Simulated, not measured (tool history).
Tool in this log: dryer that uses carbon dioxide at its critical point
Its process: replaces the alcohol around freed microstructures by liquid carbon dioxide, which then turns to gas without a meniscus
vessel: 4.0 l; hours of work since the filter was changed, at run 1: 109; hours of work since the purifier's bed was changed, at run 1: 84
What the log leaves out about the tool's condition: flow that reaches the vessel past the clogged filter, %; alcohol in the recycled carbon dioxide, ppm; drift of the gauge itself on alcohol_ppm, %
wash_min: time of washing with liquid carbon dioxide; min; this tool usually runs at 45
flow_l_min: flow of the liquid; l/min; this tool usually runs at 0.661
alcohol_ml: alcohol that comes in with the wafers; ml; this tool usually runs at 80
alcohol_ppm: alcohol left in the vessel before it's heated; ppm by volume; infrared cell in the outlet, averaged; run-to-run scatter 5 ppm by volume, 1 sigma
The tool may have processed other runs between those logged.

| run | day | wash_min | flow_l_min | alcohol_ml | hours of work since the filter was changed | hours of work since the purifier's bed was changed | alcohol_ppm |
|---|---|---|---|---|---|---|---|
| 1 | 0 | 45 | 0.661 | 80 | 109 | 84 | 67 |
| 2 | 0.45 | 45 | 0.661 | 80 | 117 | 92 | 68 |
| 3 | 0.779 | 45 | 0.661 | 80 | 123 | 98 | 65 |
| 4 | 1.146 | 45 | 0.661 | 80 | 129 | 104 | 70 |
| 5 | 1.633 | 45 | 0.661 | 80 | 138 | 113 | 67 |
| 6 | 2.025 | 45 | 0.661 | 80 | 145 | 120 | 89 |
| 7 | 2.638 | 27 | 0.661 | 41 | 155 | 130 | 309 |
|  | 2.817 | inlet filter changed |
| 8 | 3.017 | 27 | 0.661 | 41 | 4 | 136 | 215 |
| 9 | 3.454 | 27 | 0.661 | 41 | 11 | 144 | 216 |
| 10 | 3.979 | 40 | 0.661 | 71 | 20 | 153 | 86 |
| 11 | 4.571 | 56 | 0.661 | 88 | 31 | 163 | 40 |
| 12 | 5.171 | 45 | 0.622 | 38 | 41 | 174 | 62 |

Take each entry between the runs: how does the hidden state at the last listed run before it differ from the hidden state at the first listed run after it?
From run 7 to run 8: inlet filter changed (day 2.817)
  flow that reaches the vessel past the clogged filter, %: 88.9 -> 99.5; alcohol in the recycled carbon dioxide, ppm: 33.9 -> 35.2
  measured minus no-state result, alcohol_ppm: +129 -> +34 ppm by volume
